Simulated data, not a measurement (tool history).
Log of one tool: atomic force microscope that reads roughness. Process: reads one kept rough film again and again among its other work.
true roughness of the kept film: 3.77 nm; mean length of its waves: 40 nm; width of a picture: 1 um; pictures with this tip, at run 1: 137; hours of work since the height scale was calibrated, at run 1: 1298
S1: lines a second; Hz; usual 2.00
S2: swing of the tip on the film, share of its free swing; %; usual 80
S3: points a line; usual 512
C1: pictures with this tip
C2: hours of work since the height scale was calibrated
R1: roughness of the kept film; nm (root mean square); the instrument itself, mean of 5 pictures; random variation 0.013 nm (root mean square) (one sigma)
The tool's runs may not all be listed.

{"run": 1, "day": 0.0, "S1": 2.0, "S2": 80, "S3": 512, "C1": 137, "C2": 1298, "R1": 2.83}
{"run": 2, "day": 2.267, "S1": 2.0, "S2": 80, "S3": 512, "C1": 190, "C2": 1329, "R1": 2.824}
{"run": 3, "day": 3.817, "S1": 2.0, "S2": 64, "S3": 512, "C1": 226, "C2": 1350, "R1": 3.102}
{"run": 4, "day": 5.879, "S1": 2.0, "S2": 80, "S3": 512, "C1": 274, "C2": 1378, "R1": 2.757}
{"day": 7.117, "done": "new tip fitted"}
{"run": 5, "day": 7.488, "S1": 2.0, "S2": 80, "S3": 512, "C1": 8, "C2": 1400, "R1": 2.941}
{"day": 7.712, "done": "height scale calibrated on a step standard"}
{"run": 6, "day": 9.225, "S1": 2.11, "S2": 75, "S3": 512, "C1": 48, "C2": 21, "R1": 2.985}
{"run": 7, "day": 11.4, "S1": 0.5, "S2": 76, "S3": 813, "C1": 98, "C2": 50, "R1": 3.326}
{"run": 8, "day": 13.383, "S1": 0.58, "S2": 86, "S3": 410, "C1": 145, "C2": 77, "R1": 3.129}
{"run": 9, "day": 15.417, "S1": 2.0, "S2": 58, "S3": 381, "C1": 192, "C2": 105, "R1": 3.183}
{"run": 10, "day": 16.933, "S1": 2.0, "S2": 58, "S3": 381, "C1": 227, "C2": 126, "R1": 3.15}

Some steps in R1 between neighbouring runs. How much of each would the tool show without its hidden state too (settings, what came in, random variation), and how much is left for the hidden state, with any gauge scatter that isn't in both results?
The hidden state here: radius of the tip, nm; height scale over the true one, %; drift of the gauge itself on roughness_nm, %.
Run 3 -> 4: S2 64 -> 80. R1 -0.345 nm (root mean square): hidden state -0.008, all else -0.337.
Run 4 -> 5: new tip fitted. R1 +0.184 nm (root mean square): hidden state +0.184, all else +0.000.
